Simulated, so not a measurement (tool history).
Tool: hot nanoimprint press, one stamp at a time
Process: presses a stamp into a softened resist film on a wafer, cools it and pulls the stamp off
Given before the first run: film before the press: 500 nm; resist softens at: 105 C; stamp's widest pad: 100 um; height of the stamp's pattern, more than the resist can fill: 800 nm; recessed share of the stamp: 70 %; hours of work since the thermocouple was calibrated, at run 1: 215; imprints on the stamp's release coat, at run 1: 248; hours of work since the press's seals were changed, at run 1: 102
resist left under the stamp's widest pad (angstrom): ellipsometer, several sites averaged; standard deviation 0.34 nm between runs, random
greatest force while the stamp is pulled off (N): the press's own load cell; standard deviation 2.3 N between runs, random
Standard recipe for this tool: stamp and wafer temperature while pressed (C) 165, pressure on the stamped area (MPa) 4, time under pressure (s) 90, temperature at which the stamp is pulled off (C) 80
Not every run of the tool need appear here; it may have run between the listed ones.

| run | day | stamp and wafer temperature while pressed (C) | pressure on the stamped area (MPa) | time under pressure (s) | temperature at which the stamp is pulled off (C) | hours of work since the thermocouple was calibrated | imprints on the stamp's release coat | hours of work since the press's seals were changed | resist left under the stamp's widest pad (angstrom) | greatest force while the stamp is pulled off (N) |
|---|---|---|---|---|---|---|---|---|---|---|
| 1 | 0 | 165 | 4 | 90 | 80 | 215 | 248 | 102 | 1905 | 192 |
| 2 | 0.442 | 156 | 4 | 90 | 80 | 223 | 279 | 110 | 2714 | 193 |
| 3 | 1.008 | 177 | 4 | 90 | 80 | 233 | 318 | 120 | 1181 | 196 |
| 4 | 1.642 | 177 | 4 | 90 | 80 | 244 | 361 | 130 | 1177 | 199 |
| 5 | 2.246 | 165 | 4 | 90 | 80 | 254 | 402 | 141 | 1891 | 197 |
| 6 | 2.592 | 165 | 4 | 90 | 80 | 260 | 426 | 147 | 1895 | 198 |
| 7 | 3.046 | 165 | 4 | 90 | 80 | 268 | 457 | 154 | 1889 | 200 |
| 8 | 3.792 | 165 | 4 | 90 | 80 | 281 | 509 | 167 | 1884 | 201 |
| 9 | 4.475 | 165 | 4 | 90 | 80 | 292 | 556 | 179 | 1893 | 207 |
|  | 4.875 | plate thermocouple calibrated |
| 10 | 5.229 | 165 | 4 | 90 | 80 | 6 | 599 | 190 | 1965 | 214 |
| 11 | 5.979 | 171 | 6.4 | 90 | 80 | 19 | 650 | 203 | 1238 | 212 |
| 12 | 6.662 | 156 | 4 | 64 | 82 | 31 | 697 | 215 | 3123 | 198 |
| 13 | 7.058 | 156 | 4 | 64 | 82 | 37 | 724 | 221 | 3124 | 207 |
| 14 | 7.796 | 177 | 4.02 | 61 | 65 | 50 | 775 | 234 | 1450 | 298 |
| 15 | 8.475 | 159 | 2.96 | 173 | 76 | 62 | 822 | 246 | 2168 | 246 |
| 16 | 9.279 | 159 | 2.96 | 173 | 76 | 76 | 877 | 259 | 2167 | 238 |
| 17 | 9.875 | 171 | 2.96 | 109 | 76 | 86 | 918 | 270 | 1611 | 249 |
| 18 | 10.483 | 171 | 2.96 | 114 | 74 | 96 | 959 | 280 | 1577 | 256 |
| 19 | 10.958 | 161 | 2.57 | 136 | 66 | 104 | 992 | 288 | 2312 | 302 |

Below, each run's measurement less what the same run would have read without the hidden state. Both values contain the same run-to-run variation, but the gauge's scatter may not be the same in both:
Hidden conditions of the tool in this case: true temperature over the reading, C; pressure that arrives at the usual setting, %; grip of the stamp's worn release coat, % over a new coat's; drift of the gauge itself on residual_nm, %; drift of the gauge itself on pull_off_n, %.
| run | resist left under the stamp's widest pad (angstrom) | greatest force while the stamp is pulled off (N) |
|---|---|---|
| 1 | -39 | +7 |
| 2 | -54 | +8 |
| 3 | -24 | +9 |
| 4 | -25 | +12 |
| 5 | -47 | +12 |
| 6 | -48 | +13 |
| 7 | -49 | +14 |
| 8 | -51 | +17 |
| 9 | -54 | +19 |
| 10 | +26 | +25 |
| 11 | +19 | +26 |
| 12 | +27 | +26 |
| 13 | +25 | +29 |
| 14 | +13 | +43 |
| 15 | +15 | +38 |
| 16 | +11 | +39 |
| 17 | +8 | +42 |
| 18 | +5 | +44 |
| 19 | +4 | +53 |

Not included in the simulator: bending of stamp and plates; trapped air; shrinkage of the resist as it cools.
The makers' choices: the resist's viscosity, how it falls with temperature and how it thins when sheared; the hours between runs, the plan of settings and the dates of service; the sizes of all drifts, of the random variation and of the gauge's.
